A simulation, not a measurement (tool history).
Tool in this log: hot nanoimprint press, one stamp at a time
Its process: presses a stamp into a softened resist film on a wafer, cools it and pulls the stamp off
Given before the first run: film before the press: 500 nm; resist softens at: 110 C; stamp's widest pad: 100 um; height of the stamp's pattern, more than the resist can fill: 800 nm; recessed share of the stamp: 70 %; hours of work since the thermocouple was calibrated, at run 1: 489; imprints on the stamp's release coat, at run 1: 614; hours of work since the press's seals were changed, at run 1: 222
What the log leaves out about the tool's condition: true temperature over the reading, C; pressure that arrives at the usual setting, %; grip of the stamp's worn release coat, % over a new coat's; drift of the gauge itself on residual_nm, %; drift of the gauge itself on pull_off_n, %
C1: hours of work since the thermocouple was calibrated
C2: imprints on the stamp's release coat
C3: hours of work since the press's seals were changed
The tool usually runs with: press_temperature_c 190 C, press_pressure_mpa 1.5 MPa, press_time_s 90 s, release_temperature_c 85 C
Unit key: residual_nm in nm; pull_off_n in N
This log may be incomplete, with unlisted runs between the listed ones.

{"run": 1, "hour": 0.0, "press_temperature_c": 190, "press_pressure_mpa": 1.5, "press_time_s": 90, "release_temperature_c": 85, "C1": 489, "C2": 614, "C3": 222, "residual_nm": 209.6, "pull_off_n": 204}
{"run": 2, "hour": 7.2, "press_temperature_c": 190, "press_pressure_mpa": 1.83, "press_time_s": 90, "release_temperature_c": 85, "C1": 494, "C2": 628, "C3": 227, "residual_nm": 191.9, "pull_off_n": 193}
{"run": 3, "hour": 14.7, "press_temperature_c": 190, "press_pressure_mpa": 1.5, "press_time_s": 90, "release_temperature_c": 85, "C1": 498, "C2": 643, "C3": 231, "residual_nm": 209.7, "pull_off_n": 204}
{"run": 4, "hour": 24.0, "press_temperature_c": 190, "press_pressure_mpa": 1.5, "press_time_s": 90, "release_temperature_c": 85, "C1": 504, "C2": 662, "C3": 237, "residual_nm": 209.7, "pull_off_n": 197}
{"run": 5, "hour": 33.3, "press_temperature_c": 200, "press_pressure_mpa": 1.5, "press_time_s": 90, "release_temperature_c": 85, "C1": 510, "C2": 680, "C3": 243, "residual_nm": 156.4, "pull_off_n": 205}
{"run": 6, "hour": 42.9, "press_temperature_c": 193, "press_pressure_mpa": 1.5, "press_time_s": 90, "release_temperature_c": 85, "C1": 516, "C2": 699, "C3": 249, "residual_nm": 191.8, "pull_off_n": 201}
{"run": 7, "hour": 49.8, "press_temperature_c": 193, "press_pressure_mpa": 1.5, "press_time_s": 90, "release_temperature_c": 85, "C1": 521, "C2": 713, "C3": 253, "residual_nm": 192.5, "pull_off_n": 204}
{"hour": 56.2, "done": "plate thermocouple calibrated"}
{"run": 8, "hour": 62.6, "press_temperature_c": 192, "press_pressure_mpa": 1.5, "press_time_s": 90, "release_temperature_c": 72, "C1": 4, "C2": 732, "C3": 260, "residual_nm": 198, "pull_off_n": 235}
{"run": 9, "hour": 71.5, "press_temperature_c": 179, "press_pressure_mpa": 1.5, "press_time_s": 48, "release_temperature_c": 86, "C1": 10, "C2": 750, "C3": 265, "residual_nm": 347.8, "pull_off_n": 201}
{"run": 10, "hour": 81.5, "press_temperature_c": 179, "press_pressure_mpa": 1.5, "press_time_s": 48, "release_temperature_c": 86, "C1": 16, "C2": 770, "C3": 272, "residual_nm": 347.5, "pull_off_n": 201}
{"run": 11, "hour": 86.8, "press_temperature_c": 179, "press_pressure_mpa": 1.5, "press_time_s": 48, "release_temperature_c": 86, "C1": 19, "C2": 781, "C3": 275, "residual_nm": 347.8, "pull_off_n": 207}

5 ways to go on from here, each from the tool as it stands after run 11. What would each give?
{"run": "A", "hour": 94.3, "press_temperature_c": 179, "press_pressure_mpa": 1.77, "press_time_s": 48, "release_temperature_c": 92, "C1": 24, "C2": 796, "C3": 280, "residual_nm": "?", "pull_off_n": "?"}
{"run": "B", "hour": 94.3, "press_temperature_c": 179, "press_pressure_mpa": 1.5, "press_time_s": 96, "release_temperature_c": 82, "C1": 24, "C2": 796, "C3": 280, "residual_nm": "?", "pull_off_n": "?"}
{"run": "C", "hour": 94.3, "press_temperature_c": 186, "press_pressure_mpa": 1.5, "press_time_s": 90, "release_temperature_c": 85, "C1": 24, "C2": 796, "C3": 280, "residual_nm": "?", "pull_off_n": "?"}
{"run": "D", "hour": 94.3, "press_temperature_c": 179, "press_pressure_mpa": 1.5, "press_time_s": 48, "release_temperature_c": 85, "C1": 24, "C2": 796, "C3": 280, "residual_nm": "?", "pull_off_n": "?"}
{"run": "E", "hour": 94.3, "press_temperature_c": 179, "press_pressure_mpa": 2.22, "press_time_s": 48, "release_temperature_c": 72, "C1": 24, "C2": 796, "C3": 280, "residual_nm": "?", "pull_off_n": "?"}

run=A residual_nm=330.5 pull_off_n=185
run=B residual_nm=284.7 pull_off_n=212
run=C residual_nm=238.5 pull_off_n=195
run=D residual_nm=349.2 pull_off_n=199
run=E residual_nm=307.5 pull_off_n=236
What these runs would have given with no unlogged condition in the tool:
run=A residual_nm=330.4 pull_off_n=183
run=B residual_nm=284.5 pull_off_n=210
run=C residual_nm=238.4 pull_off_n=193
run=D residual_nm=349 pull_off_n=197
run=E residual_nm=307.3 pull_off_n=234
